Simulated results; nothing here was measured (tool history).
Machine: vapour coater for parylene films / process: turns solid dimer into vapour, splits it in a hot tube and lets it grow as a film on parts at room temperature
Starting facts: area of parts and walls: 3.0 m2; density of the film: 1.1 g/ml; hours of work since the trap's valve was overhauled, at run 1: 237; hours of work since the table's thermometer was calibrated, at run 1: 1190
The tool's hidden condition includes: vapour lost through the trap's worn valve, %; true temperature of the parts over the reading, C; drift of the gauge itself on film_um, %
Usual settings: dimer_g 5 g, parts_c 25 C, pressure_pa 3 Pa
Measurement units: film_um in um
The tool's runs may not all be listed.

run	hour	dimer_g	parts_c	pressure_pa	hours of work since the trap's valve was overhauled	hours of work since the table's thermometer was calibrated	film_um
1	0	5	25	3	237	1190	0.82
# hour 31.2: trap's valve overhauled
2	33.9	9	25	3	2	1216	1.6
3	72.3	9	25	3	35	1249	1.6
4	97.2	9	25	3	56	1270	1.6
5	126.7	9	25	3	82	1295	1.56
6	160.2	9	25	3	110	1324	1.54
7	196.7	5	36	3	142	1355	0.54
8	217.4	5	36	3	159	1373	0.55
9	258.1	5	34	3	194	1408	0.58
10	288.5	5	34	3	220	1434	0.59
11	334.5	5	34	3	260	1473	0.59
# hour 341.9: trap's valve overhauled
12	362.4	5	34	3	17	1493	0.6
13	392.7	5	25	3	43	1519	0.87
14	421.5	5	25	3	68	1544	0.86
# hour 425.5: table's thermometer calibrated
15	452	5	21	3	93	23	1.01
16	499	5	21	3	134	63	0.99
# hour 510.2: table's thermometer calibrated, once more
17	531.8	5	25	3	161	19	0.89
18	573.3	5	25	3	196	54	0.9
19	613	7	35	9.06	230	88	0.68
20	642.5	5	24	3	256	113	0.92
# hour 654.1: trap's valve overhauled
21	681.7	5	24	3	24	143	0.94
22	728.4	5	24	5.69	64	183	0.85
23	776.4	4	25	3	105	224	0.71
24	798.2	7	20	6.85	123	243	1.34
25	838.9	3	24	6.85	158	278	0.48
26	879	4	24	9.71	192	312	0.62
27	904.8	4	24	9.71	215	334	0.61
28	946.3	3	25	2.85	250	370	0.53
# hour 964.3: trap's valve overhauled
29	989.8	3	25	2.85	22	404	0.57
30	1022.1	7	18	6.69	49	431	1.46
31	1053.2	7	18	6.69	76	458	1.49
32	1078.7	3	24	2.26	98	480	0.59
33	1120.8	7	34	2.26	134	516	0.89
34	1167.6	7	25	3.99	174	556	1.16
35	1215.8	7	25	3.99	215	597	1.17
36	1253.3	6	29	8.83	247	629	0.7

What differs in the tool's unlogged condition from the final listed run ahead of each entry between runs to the first listed run following it?
Run 1 -> run 2: trap's valve overhauled (hour 31.2)
  vapour lost through the trap's worn valve, %: 6 -> 0.5; true temperature of the parts over the reading, C: 0.92 -> 0.94
  measured less the result without the state, film_um: -0.09 -> -0.08 um
Run 11 -> run 12: trap's valve overhauled (hour 341.9)
  vapour lost through the trap's worn valve, %: 6.3 -> 0.6; true temperature of the parts over the reading, C: 1.19 -> 1.21
  measured less the result without the state, film_um: -0.07 -> -0.04 um
Run 14 -> run 15: table's thermometer calibrated (hour 425.5)
  vapour lost through the trap's worn valve, %: 1.7 -> 2.3; true temperature of the parts over the reading, C: 1.25 -> 1.94
  measured less the result without the state, film_um: -0.06 -> -0.11 um
Run 16 -> run 17: table's thermometer calibrated, once more (hour 510.2)
  vapour lost through the trap's worn valve, %: 3.2 -> 3.8; true temperature of the parts over the reading, C: 1.98 -> 0.12
  measured less the result without the state, film_um: -0.12 -> -0.04 um
Run 20 -> run 21: trap's valve overhauled (hour 654.1)
  vapour lost through the trap's worn valve, %: 6 -> 0.8; true temperature of the parts over the reading, C: 0.2 -> 0.23
  measured less the result without the state, film_um: -0.07 -> -0.02 um
Run 28 -> run 29: trap's valve overhauled (hour 964.3)
  vapour lost through the trap's worn valve, %: 5.9 -> 1; true temperature of the parts over the reading, C: 0.44 -> 0.47
  measured less the result without the state, film_um: -0.04 -> -0.01 um
